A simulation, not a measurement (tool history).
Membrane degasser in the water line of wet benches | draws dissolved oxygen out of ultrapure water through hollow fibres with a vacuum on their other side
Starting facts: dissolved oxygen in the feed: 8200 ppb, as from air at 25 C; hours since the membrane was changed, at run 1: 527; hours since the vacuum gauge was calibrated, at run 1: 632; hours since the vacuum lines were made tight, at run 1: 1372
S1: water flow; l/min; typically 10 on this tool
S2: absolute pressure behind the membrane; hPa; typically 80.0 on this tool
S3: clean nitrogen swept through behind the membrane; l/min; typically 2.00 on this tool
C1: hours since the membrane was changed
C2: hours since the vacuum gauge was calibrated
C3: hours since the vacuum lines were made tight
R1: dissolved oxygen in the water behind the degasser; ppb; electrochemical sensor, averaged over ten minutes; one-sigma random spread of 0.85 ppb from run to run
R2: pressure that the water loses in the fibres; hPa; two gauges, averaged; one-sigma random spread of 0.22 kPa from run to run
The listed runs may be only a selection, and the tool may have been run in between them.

run 1 hour=0.0 | S1=10 S2=80.0 S3=2.00 | C1=527 C2=632 C3=1372 | R1=79.3 R2=553.8
run 2 hour=48.7 | S1=10 S2=80.0 S3=2.00 | C1=575 C2=681 C3=1421 | R1=78.9 R2=555.6
run 3 hour=85.7 | S1=10 S2=86.4 S3=2.00 | C1=612 C2=718 C3=1458 | R1=84.0 R2=558.9
run 4 hour=146.2 | S1=10 S2=80.0 S3=2.00 | C1=673 C2=779 C3=1518 | R1=79.3 R2=557.7
run 5 hour=188.9 | S1=10 S2=80.0 S3=2.00 | C1=716 C2=821 C3=1561 | R1=78.8 R2=559.9
run 6 hour=253.5 | S1=10 S2=80.0 S3=2.00 | C1=780 C2=886 C3=1626 | R1=80.5 R2=562.7
run 7 hour=304.4 | S1=6 S2=80.0 S3=2.00 | C1=831 C2=937 C3=1676 | R1=37.8 R2=337.7
run 8 hour=361.6 | S1=6 S2=80.0 S3=2.00 | C1=888 C2=994 C3=1734 | R1=37.3 R2=337.8
run 9 hour=397.1 | S1=6 S2=80.0 S3=2.00 | C1=924 C2=1029 C3=1769 | R1=38.0 R2=335.3
run 10 hour=475.0 | S1=6 S2=80.0 S3=2.00 | C1=1002 C2=1107 C3=1847 | R1=37.1 R2=337.5
run 11 hour=531.2 | S1=10 S2=75.7 S3=2.00 | C1=1058 C2=1164 C3=1903 | R1=73.8 R2=561.8
run 12 hour=583.4 | S1=13 S2=90.1 S3=2.00 | C1=1110 C2=1216 C3=1955 | R1=144.7 R2=732.0
run 13 hour=654.7 | S1=16 S2=90.1 S3=2.58 | C1=1181 C2=1287 C3=2027 | R1=193.2 R2=904.0
run 14 hour=688.3 | S1=10 S2=86.9 S3=2.58 | C1=1215 C2=1321 C3=2060 | R1=72.9 R2=569.9

Here are 5 independent what-if runs from the current tool condition. What would each one return?
run A hour=739.4 | S1=10 S2=86.9 S3=4.60 | C1=1266 C2=1372 C3=2111 | R1=? R2=?
run B hour=739.4 | S1=10 S2=134.8 S3=2.58 | C1=1266 C2=1372 C3=2111 | R1=? R2=?
run C hour=739.4 | S1=12 S2=80.0 S3=1.00 | C1=1266 C2=1372 C3=2111 | R1=? R2=?
run D hour=739.4 | S1=10 S2=96.2 S3=2.00 | C1=1266 C2=1372 C3=2111 | R1=? R2=?
run E hour=739.4 | S1=10 S2=80.0 S3=1.13 | C1=1266 C2=1372 C3=2111 | R1=? R2=?

run=A R1=51.1 R2=565.5
run=B R1=115.8 R2=573.4
run=C R1=173.7 R2=684.5
run=D R1=98.1 R2=565.0
run=E R1=121.8 R2=568.1
Without the tool's hidden state the same runs would have given:
run=A R1=51.1 R2=552.5
run=B R1=115.8 R2=560.4
run=C R1=173.6 R2=669.0
run=D R1=98.0 R2=552.1
run=E R1=121.7 R2=555.2
